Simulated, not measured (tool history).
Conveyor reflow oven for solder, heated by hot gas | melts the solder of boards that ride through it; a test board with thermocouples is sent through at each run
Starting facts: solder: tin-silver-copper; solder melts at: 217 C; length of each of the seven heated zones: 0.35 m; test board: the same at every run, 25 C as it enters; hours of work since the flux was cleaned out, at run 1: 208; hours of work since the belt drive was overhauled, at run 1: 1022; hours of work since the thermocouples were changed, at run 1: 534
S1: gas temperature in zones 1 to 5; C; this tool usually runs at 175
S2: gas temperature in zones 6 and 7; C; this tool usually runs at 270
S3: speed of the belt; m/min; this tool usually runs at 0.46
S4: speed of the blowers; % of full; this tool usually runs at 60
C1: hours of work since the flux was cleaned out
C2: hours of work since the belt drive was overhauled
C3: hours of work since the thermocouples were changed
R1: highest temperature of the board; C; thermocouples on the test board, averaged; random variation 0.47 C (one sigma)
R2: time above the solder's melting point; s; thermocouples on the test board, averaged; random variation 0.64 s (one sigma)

run     day   S1   S2     S3  S4   C1    C2   C3     R1    R2
  1       0  175  270   0.46  60  208  1022  534  247.7  63.3
  2   3.458  175  270   0.46  60  247  1060  573  247.3  62.7
  3   7.083  175  270  0.497  60  287  1100  613  243.2  52.9
  4  10.638  175  270  0.524  60  326  1140  652  240.3  46.9
  5  14.312  175  270  0.524  60  367  1181  693  240.9  46.9
     15.217  -- flux residue cleaned out of gas plates and filters
  6  17.262  175  270  0.524  60   23  1211  723  243.9  50.7
  7  19.362  175  270  0.524  60   46  1234  747  243.7  50.7
  8  21.354  175  270  0.512  60   68  1256  769  245.5  53.1
  9   23.85  172  270   0.46  60   96  1284  796  248.6    63
 10    26.2  175  272   0.46  60  122  1310  822  250.5  67.1
 11  29.808  178  272   0.46  60  162  1350  862  249.9    67
 12  32.017  178  270   0.46  60  186  1374  887  248.5  65.5
 13  34.412  175  270  0.547  60  213  1401  913  240.8  43.9
 14  36.621  175  270  0.547  60  237  1425  938  239.9  43.2
 15  38.433  175  270  0.547  60  257  1445  958    240  43.9
     38.846  -- belt drive overhauled, speed set with a stopwatch
 16  42.321  161  275  0.383  52  298    38  999  253.2  79.2
     44.396  -- thermocouples of zones 6 and 7 changed
 17  45.567  161  275  0.383  52  333    73   13  254.6  80.1
 18    47.4  161  275  0.383  52  354    94   33  254.4  79.7
      48.65  -- belt drive overhauled, speed set with a stopwatch, once more
     49.658  -- flux residue cleaned out of gas plates and filters
 19  50.504  182  277  0.495  53    9    18   64  253.1  64.6
 20  53.854  182  261  0.417  70   46    55  101  247.6  76.8
 21  56.408  161  260  0.403  66   75    84  129  243.5  63.8
 22  59.379  177  267  0.416  69  108   117  162  251.9  77.9
 23  62.479  177  267  0.416  63  142   151  196  250.2  74.7
 24      66  175  262  0.535  60  181   190  235  235.9    40
 25  69.721  190  258   0.45  85  222   231  276  244.5    71
 26    73.5  175  273  0.449  58  264   273  318  251.1  68.1
 27  76.479  175  264  0.449  58  297   306  351  242.4  57.4
 28  80.283  175  264  0.449  58  339   348  393  242.3  58.5
 29  82.692  169  272  0.453  54  366   375  420  246.7  58.5

Each row is a separate what-if for the run after 29, all from the same tool condition, not one after another. Results?
     83.767  -- flux residue cleaned out of gas plates and filters
  A  85.229  175  270  0.507  60  16  401  446   ?   ?
     83.767  -- flux residue cleaned out of gas plates and filters
  B  85.229  175  270   0.46  84  16  401  446   ?   ?
     83.767  -- flux residue cleaned out of gas plates and filters
  C  85.229  190  260   0.46  57  16  401  446   ?   ?

run     R1    R2
  A    246  54.1
  B  252.5  69.9
  C  243.4  66.9
With no hidden state in the tool, these same runs would have given:
run     R1    R2
  A  247.1  54.9
  B  253.7  70.6
  C  244.5  67.8
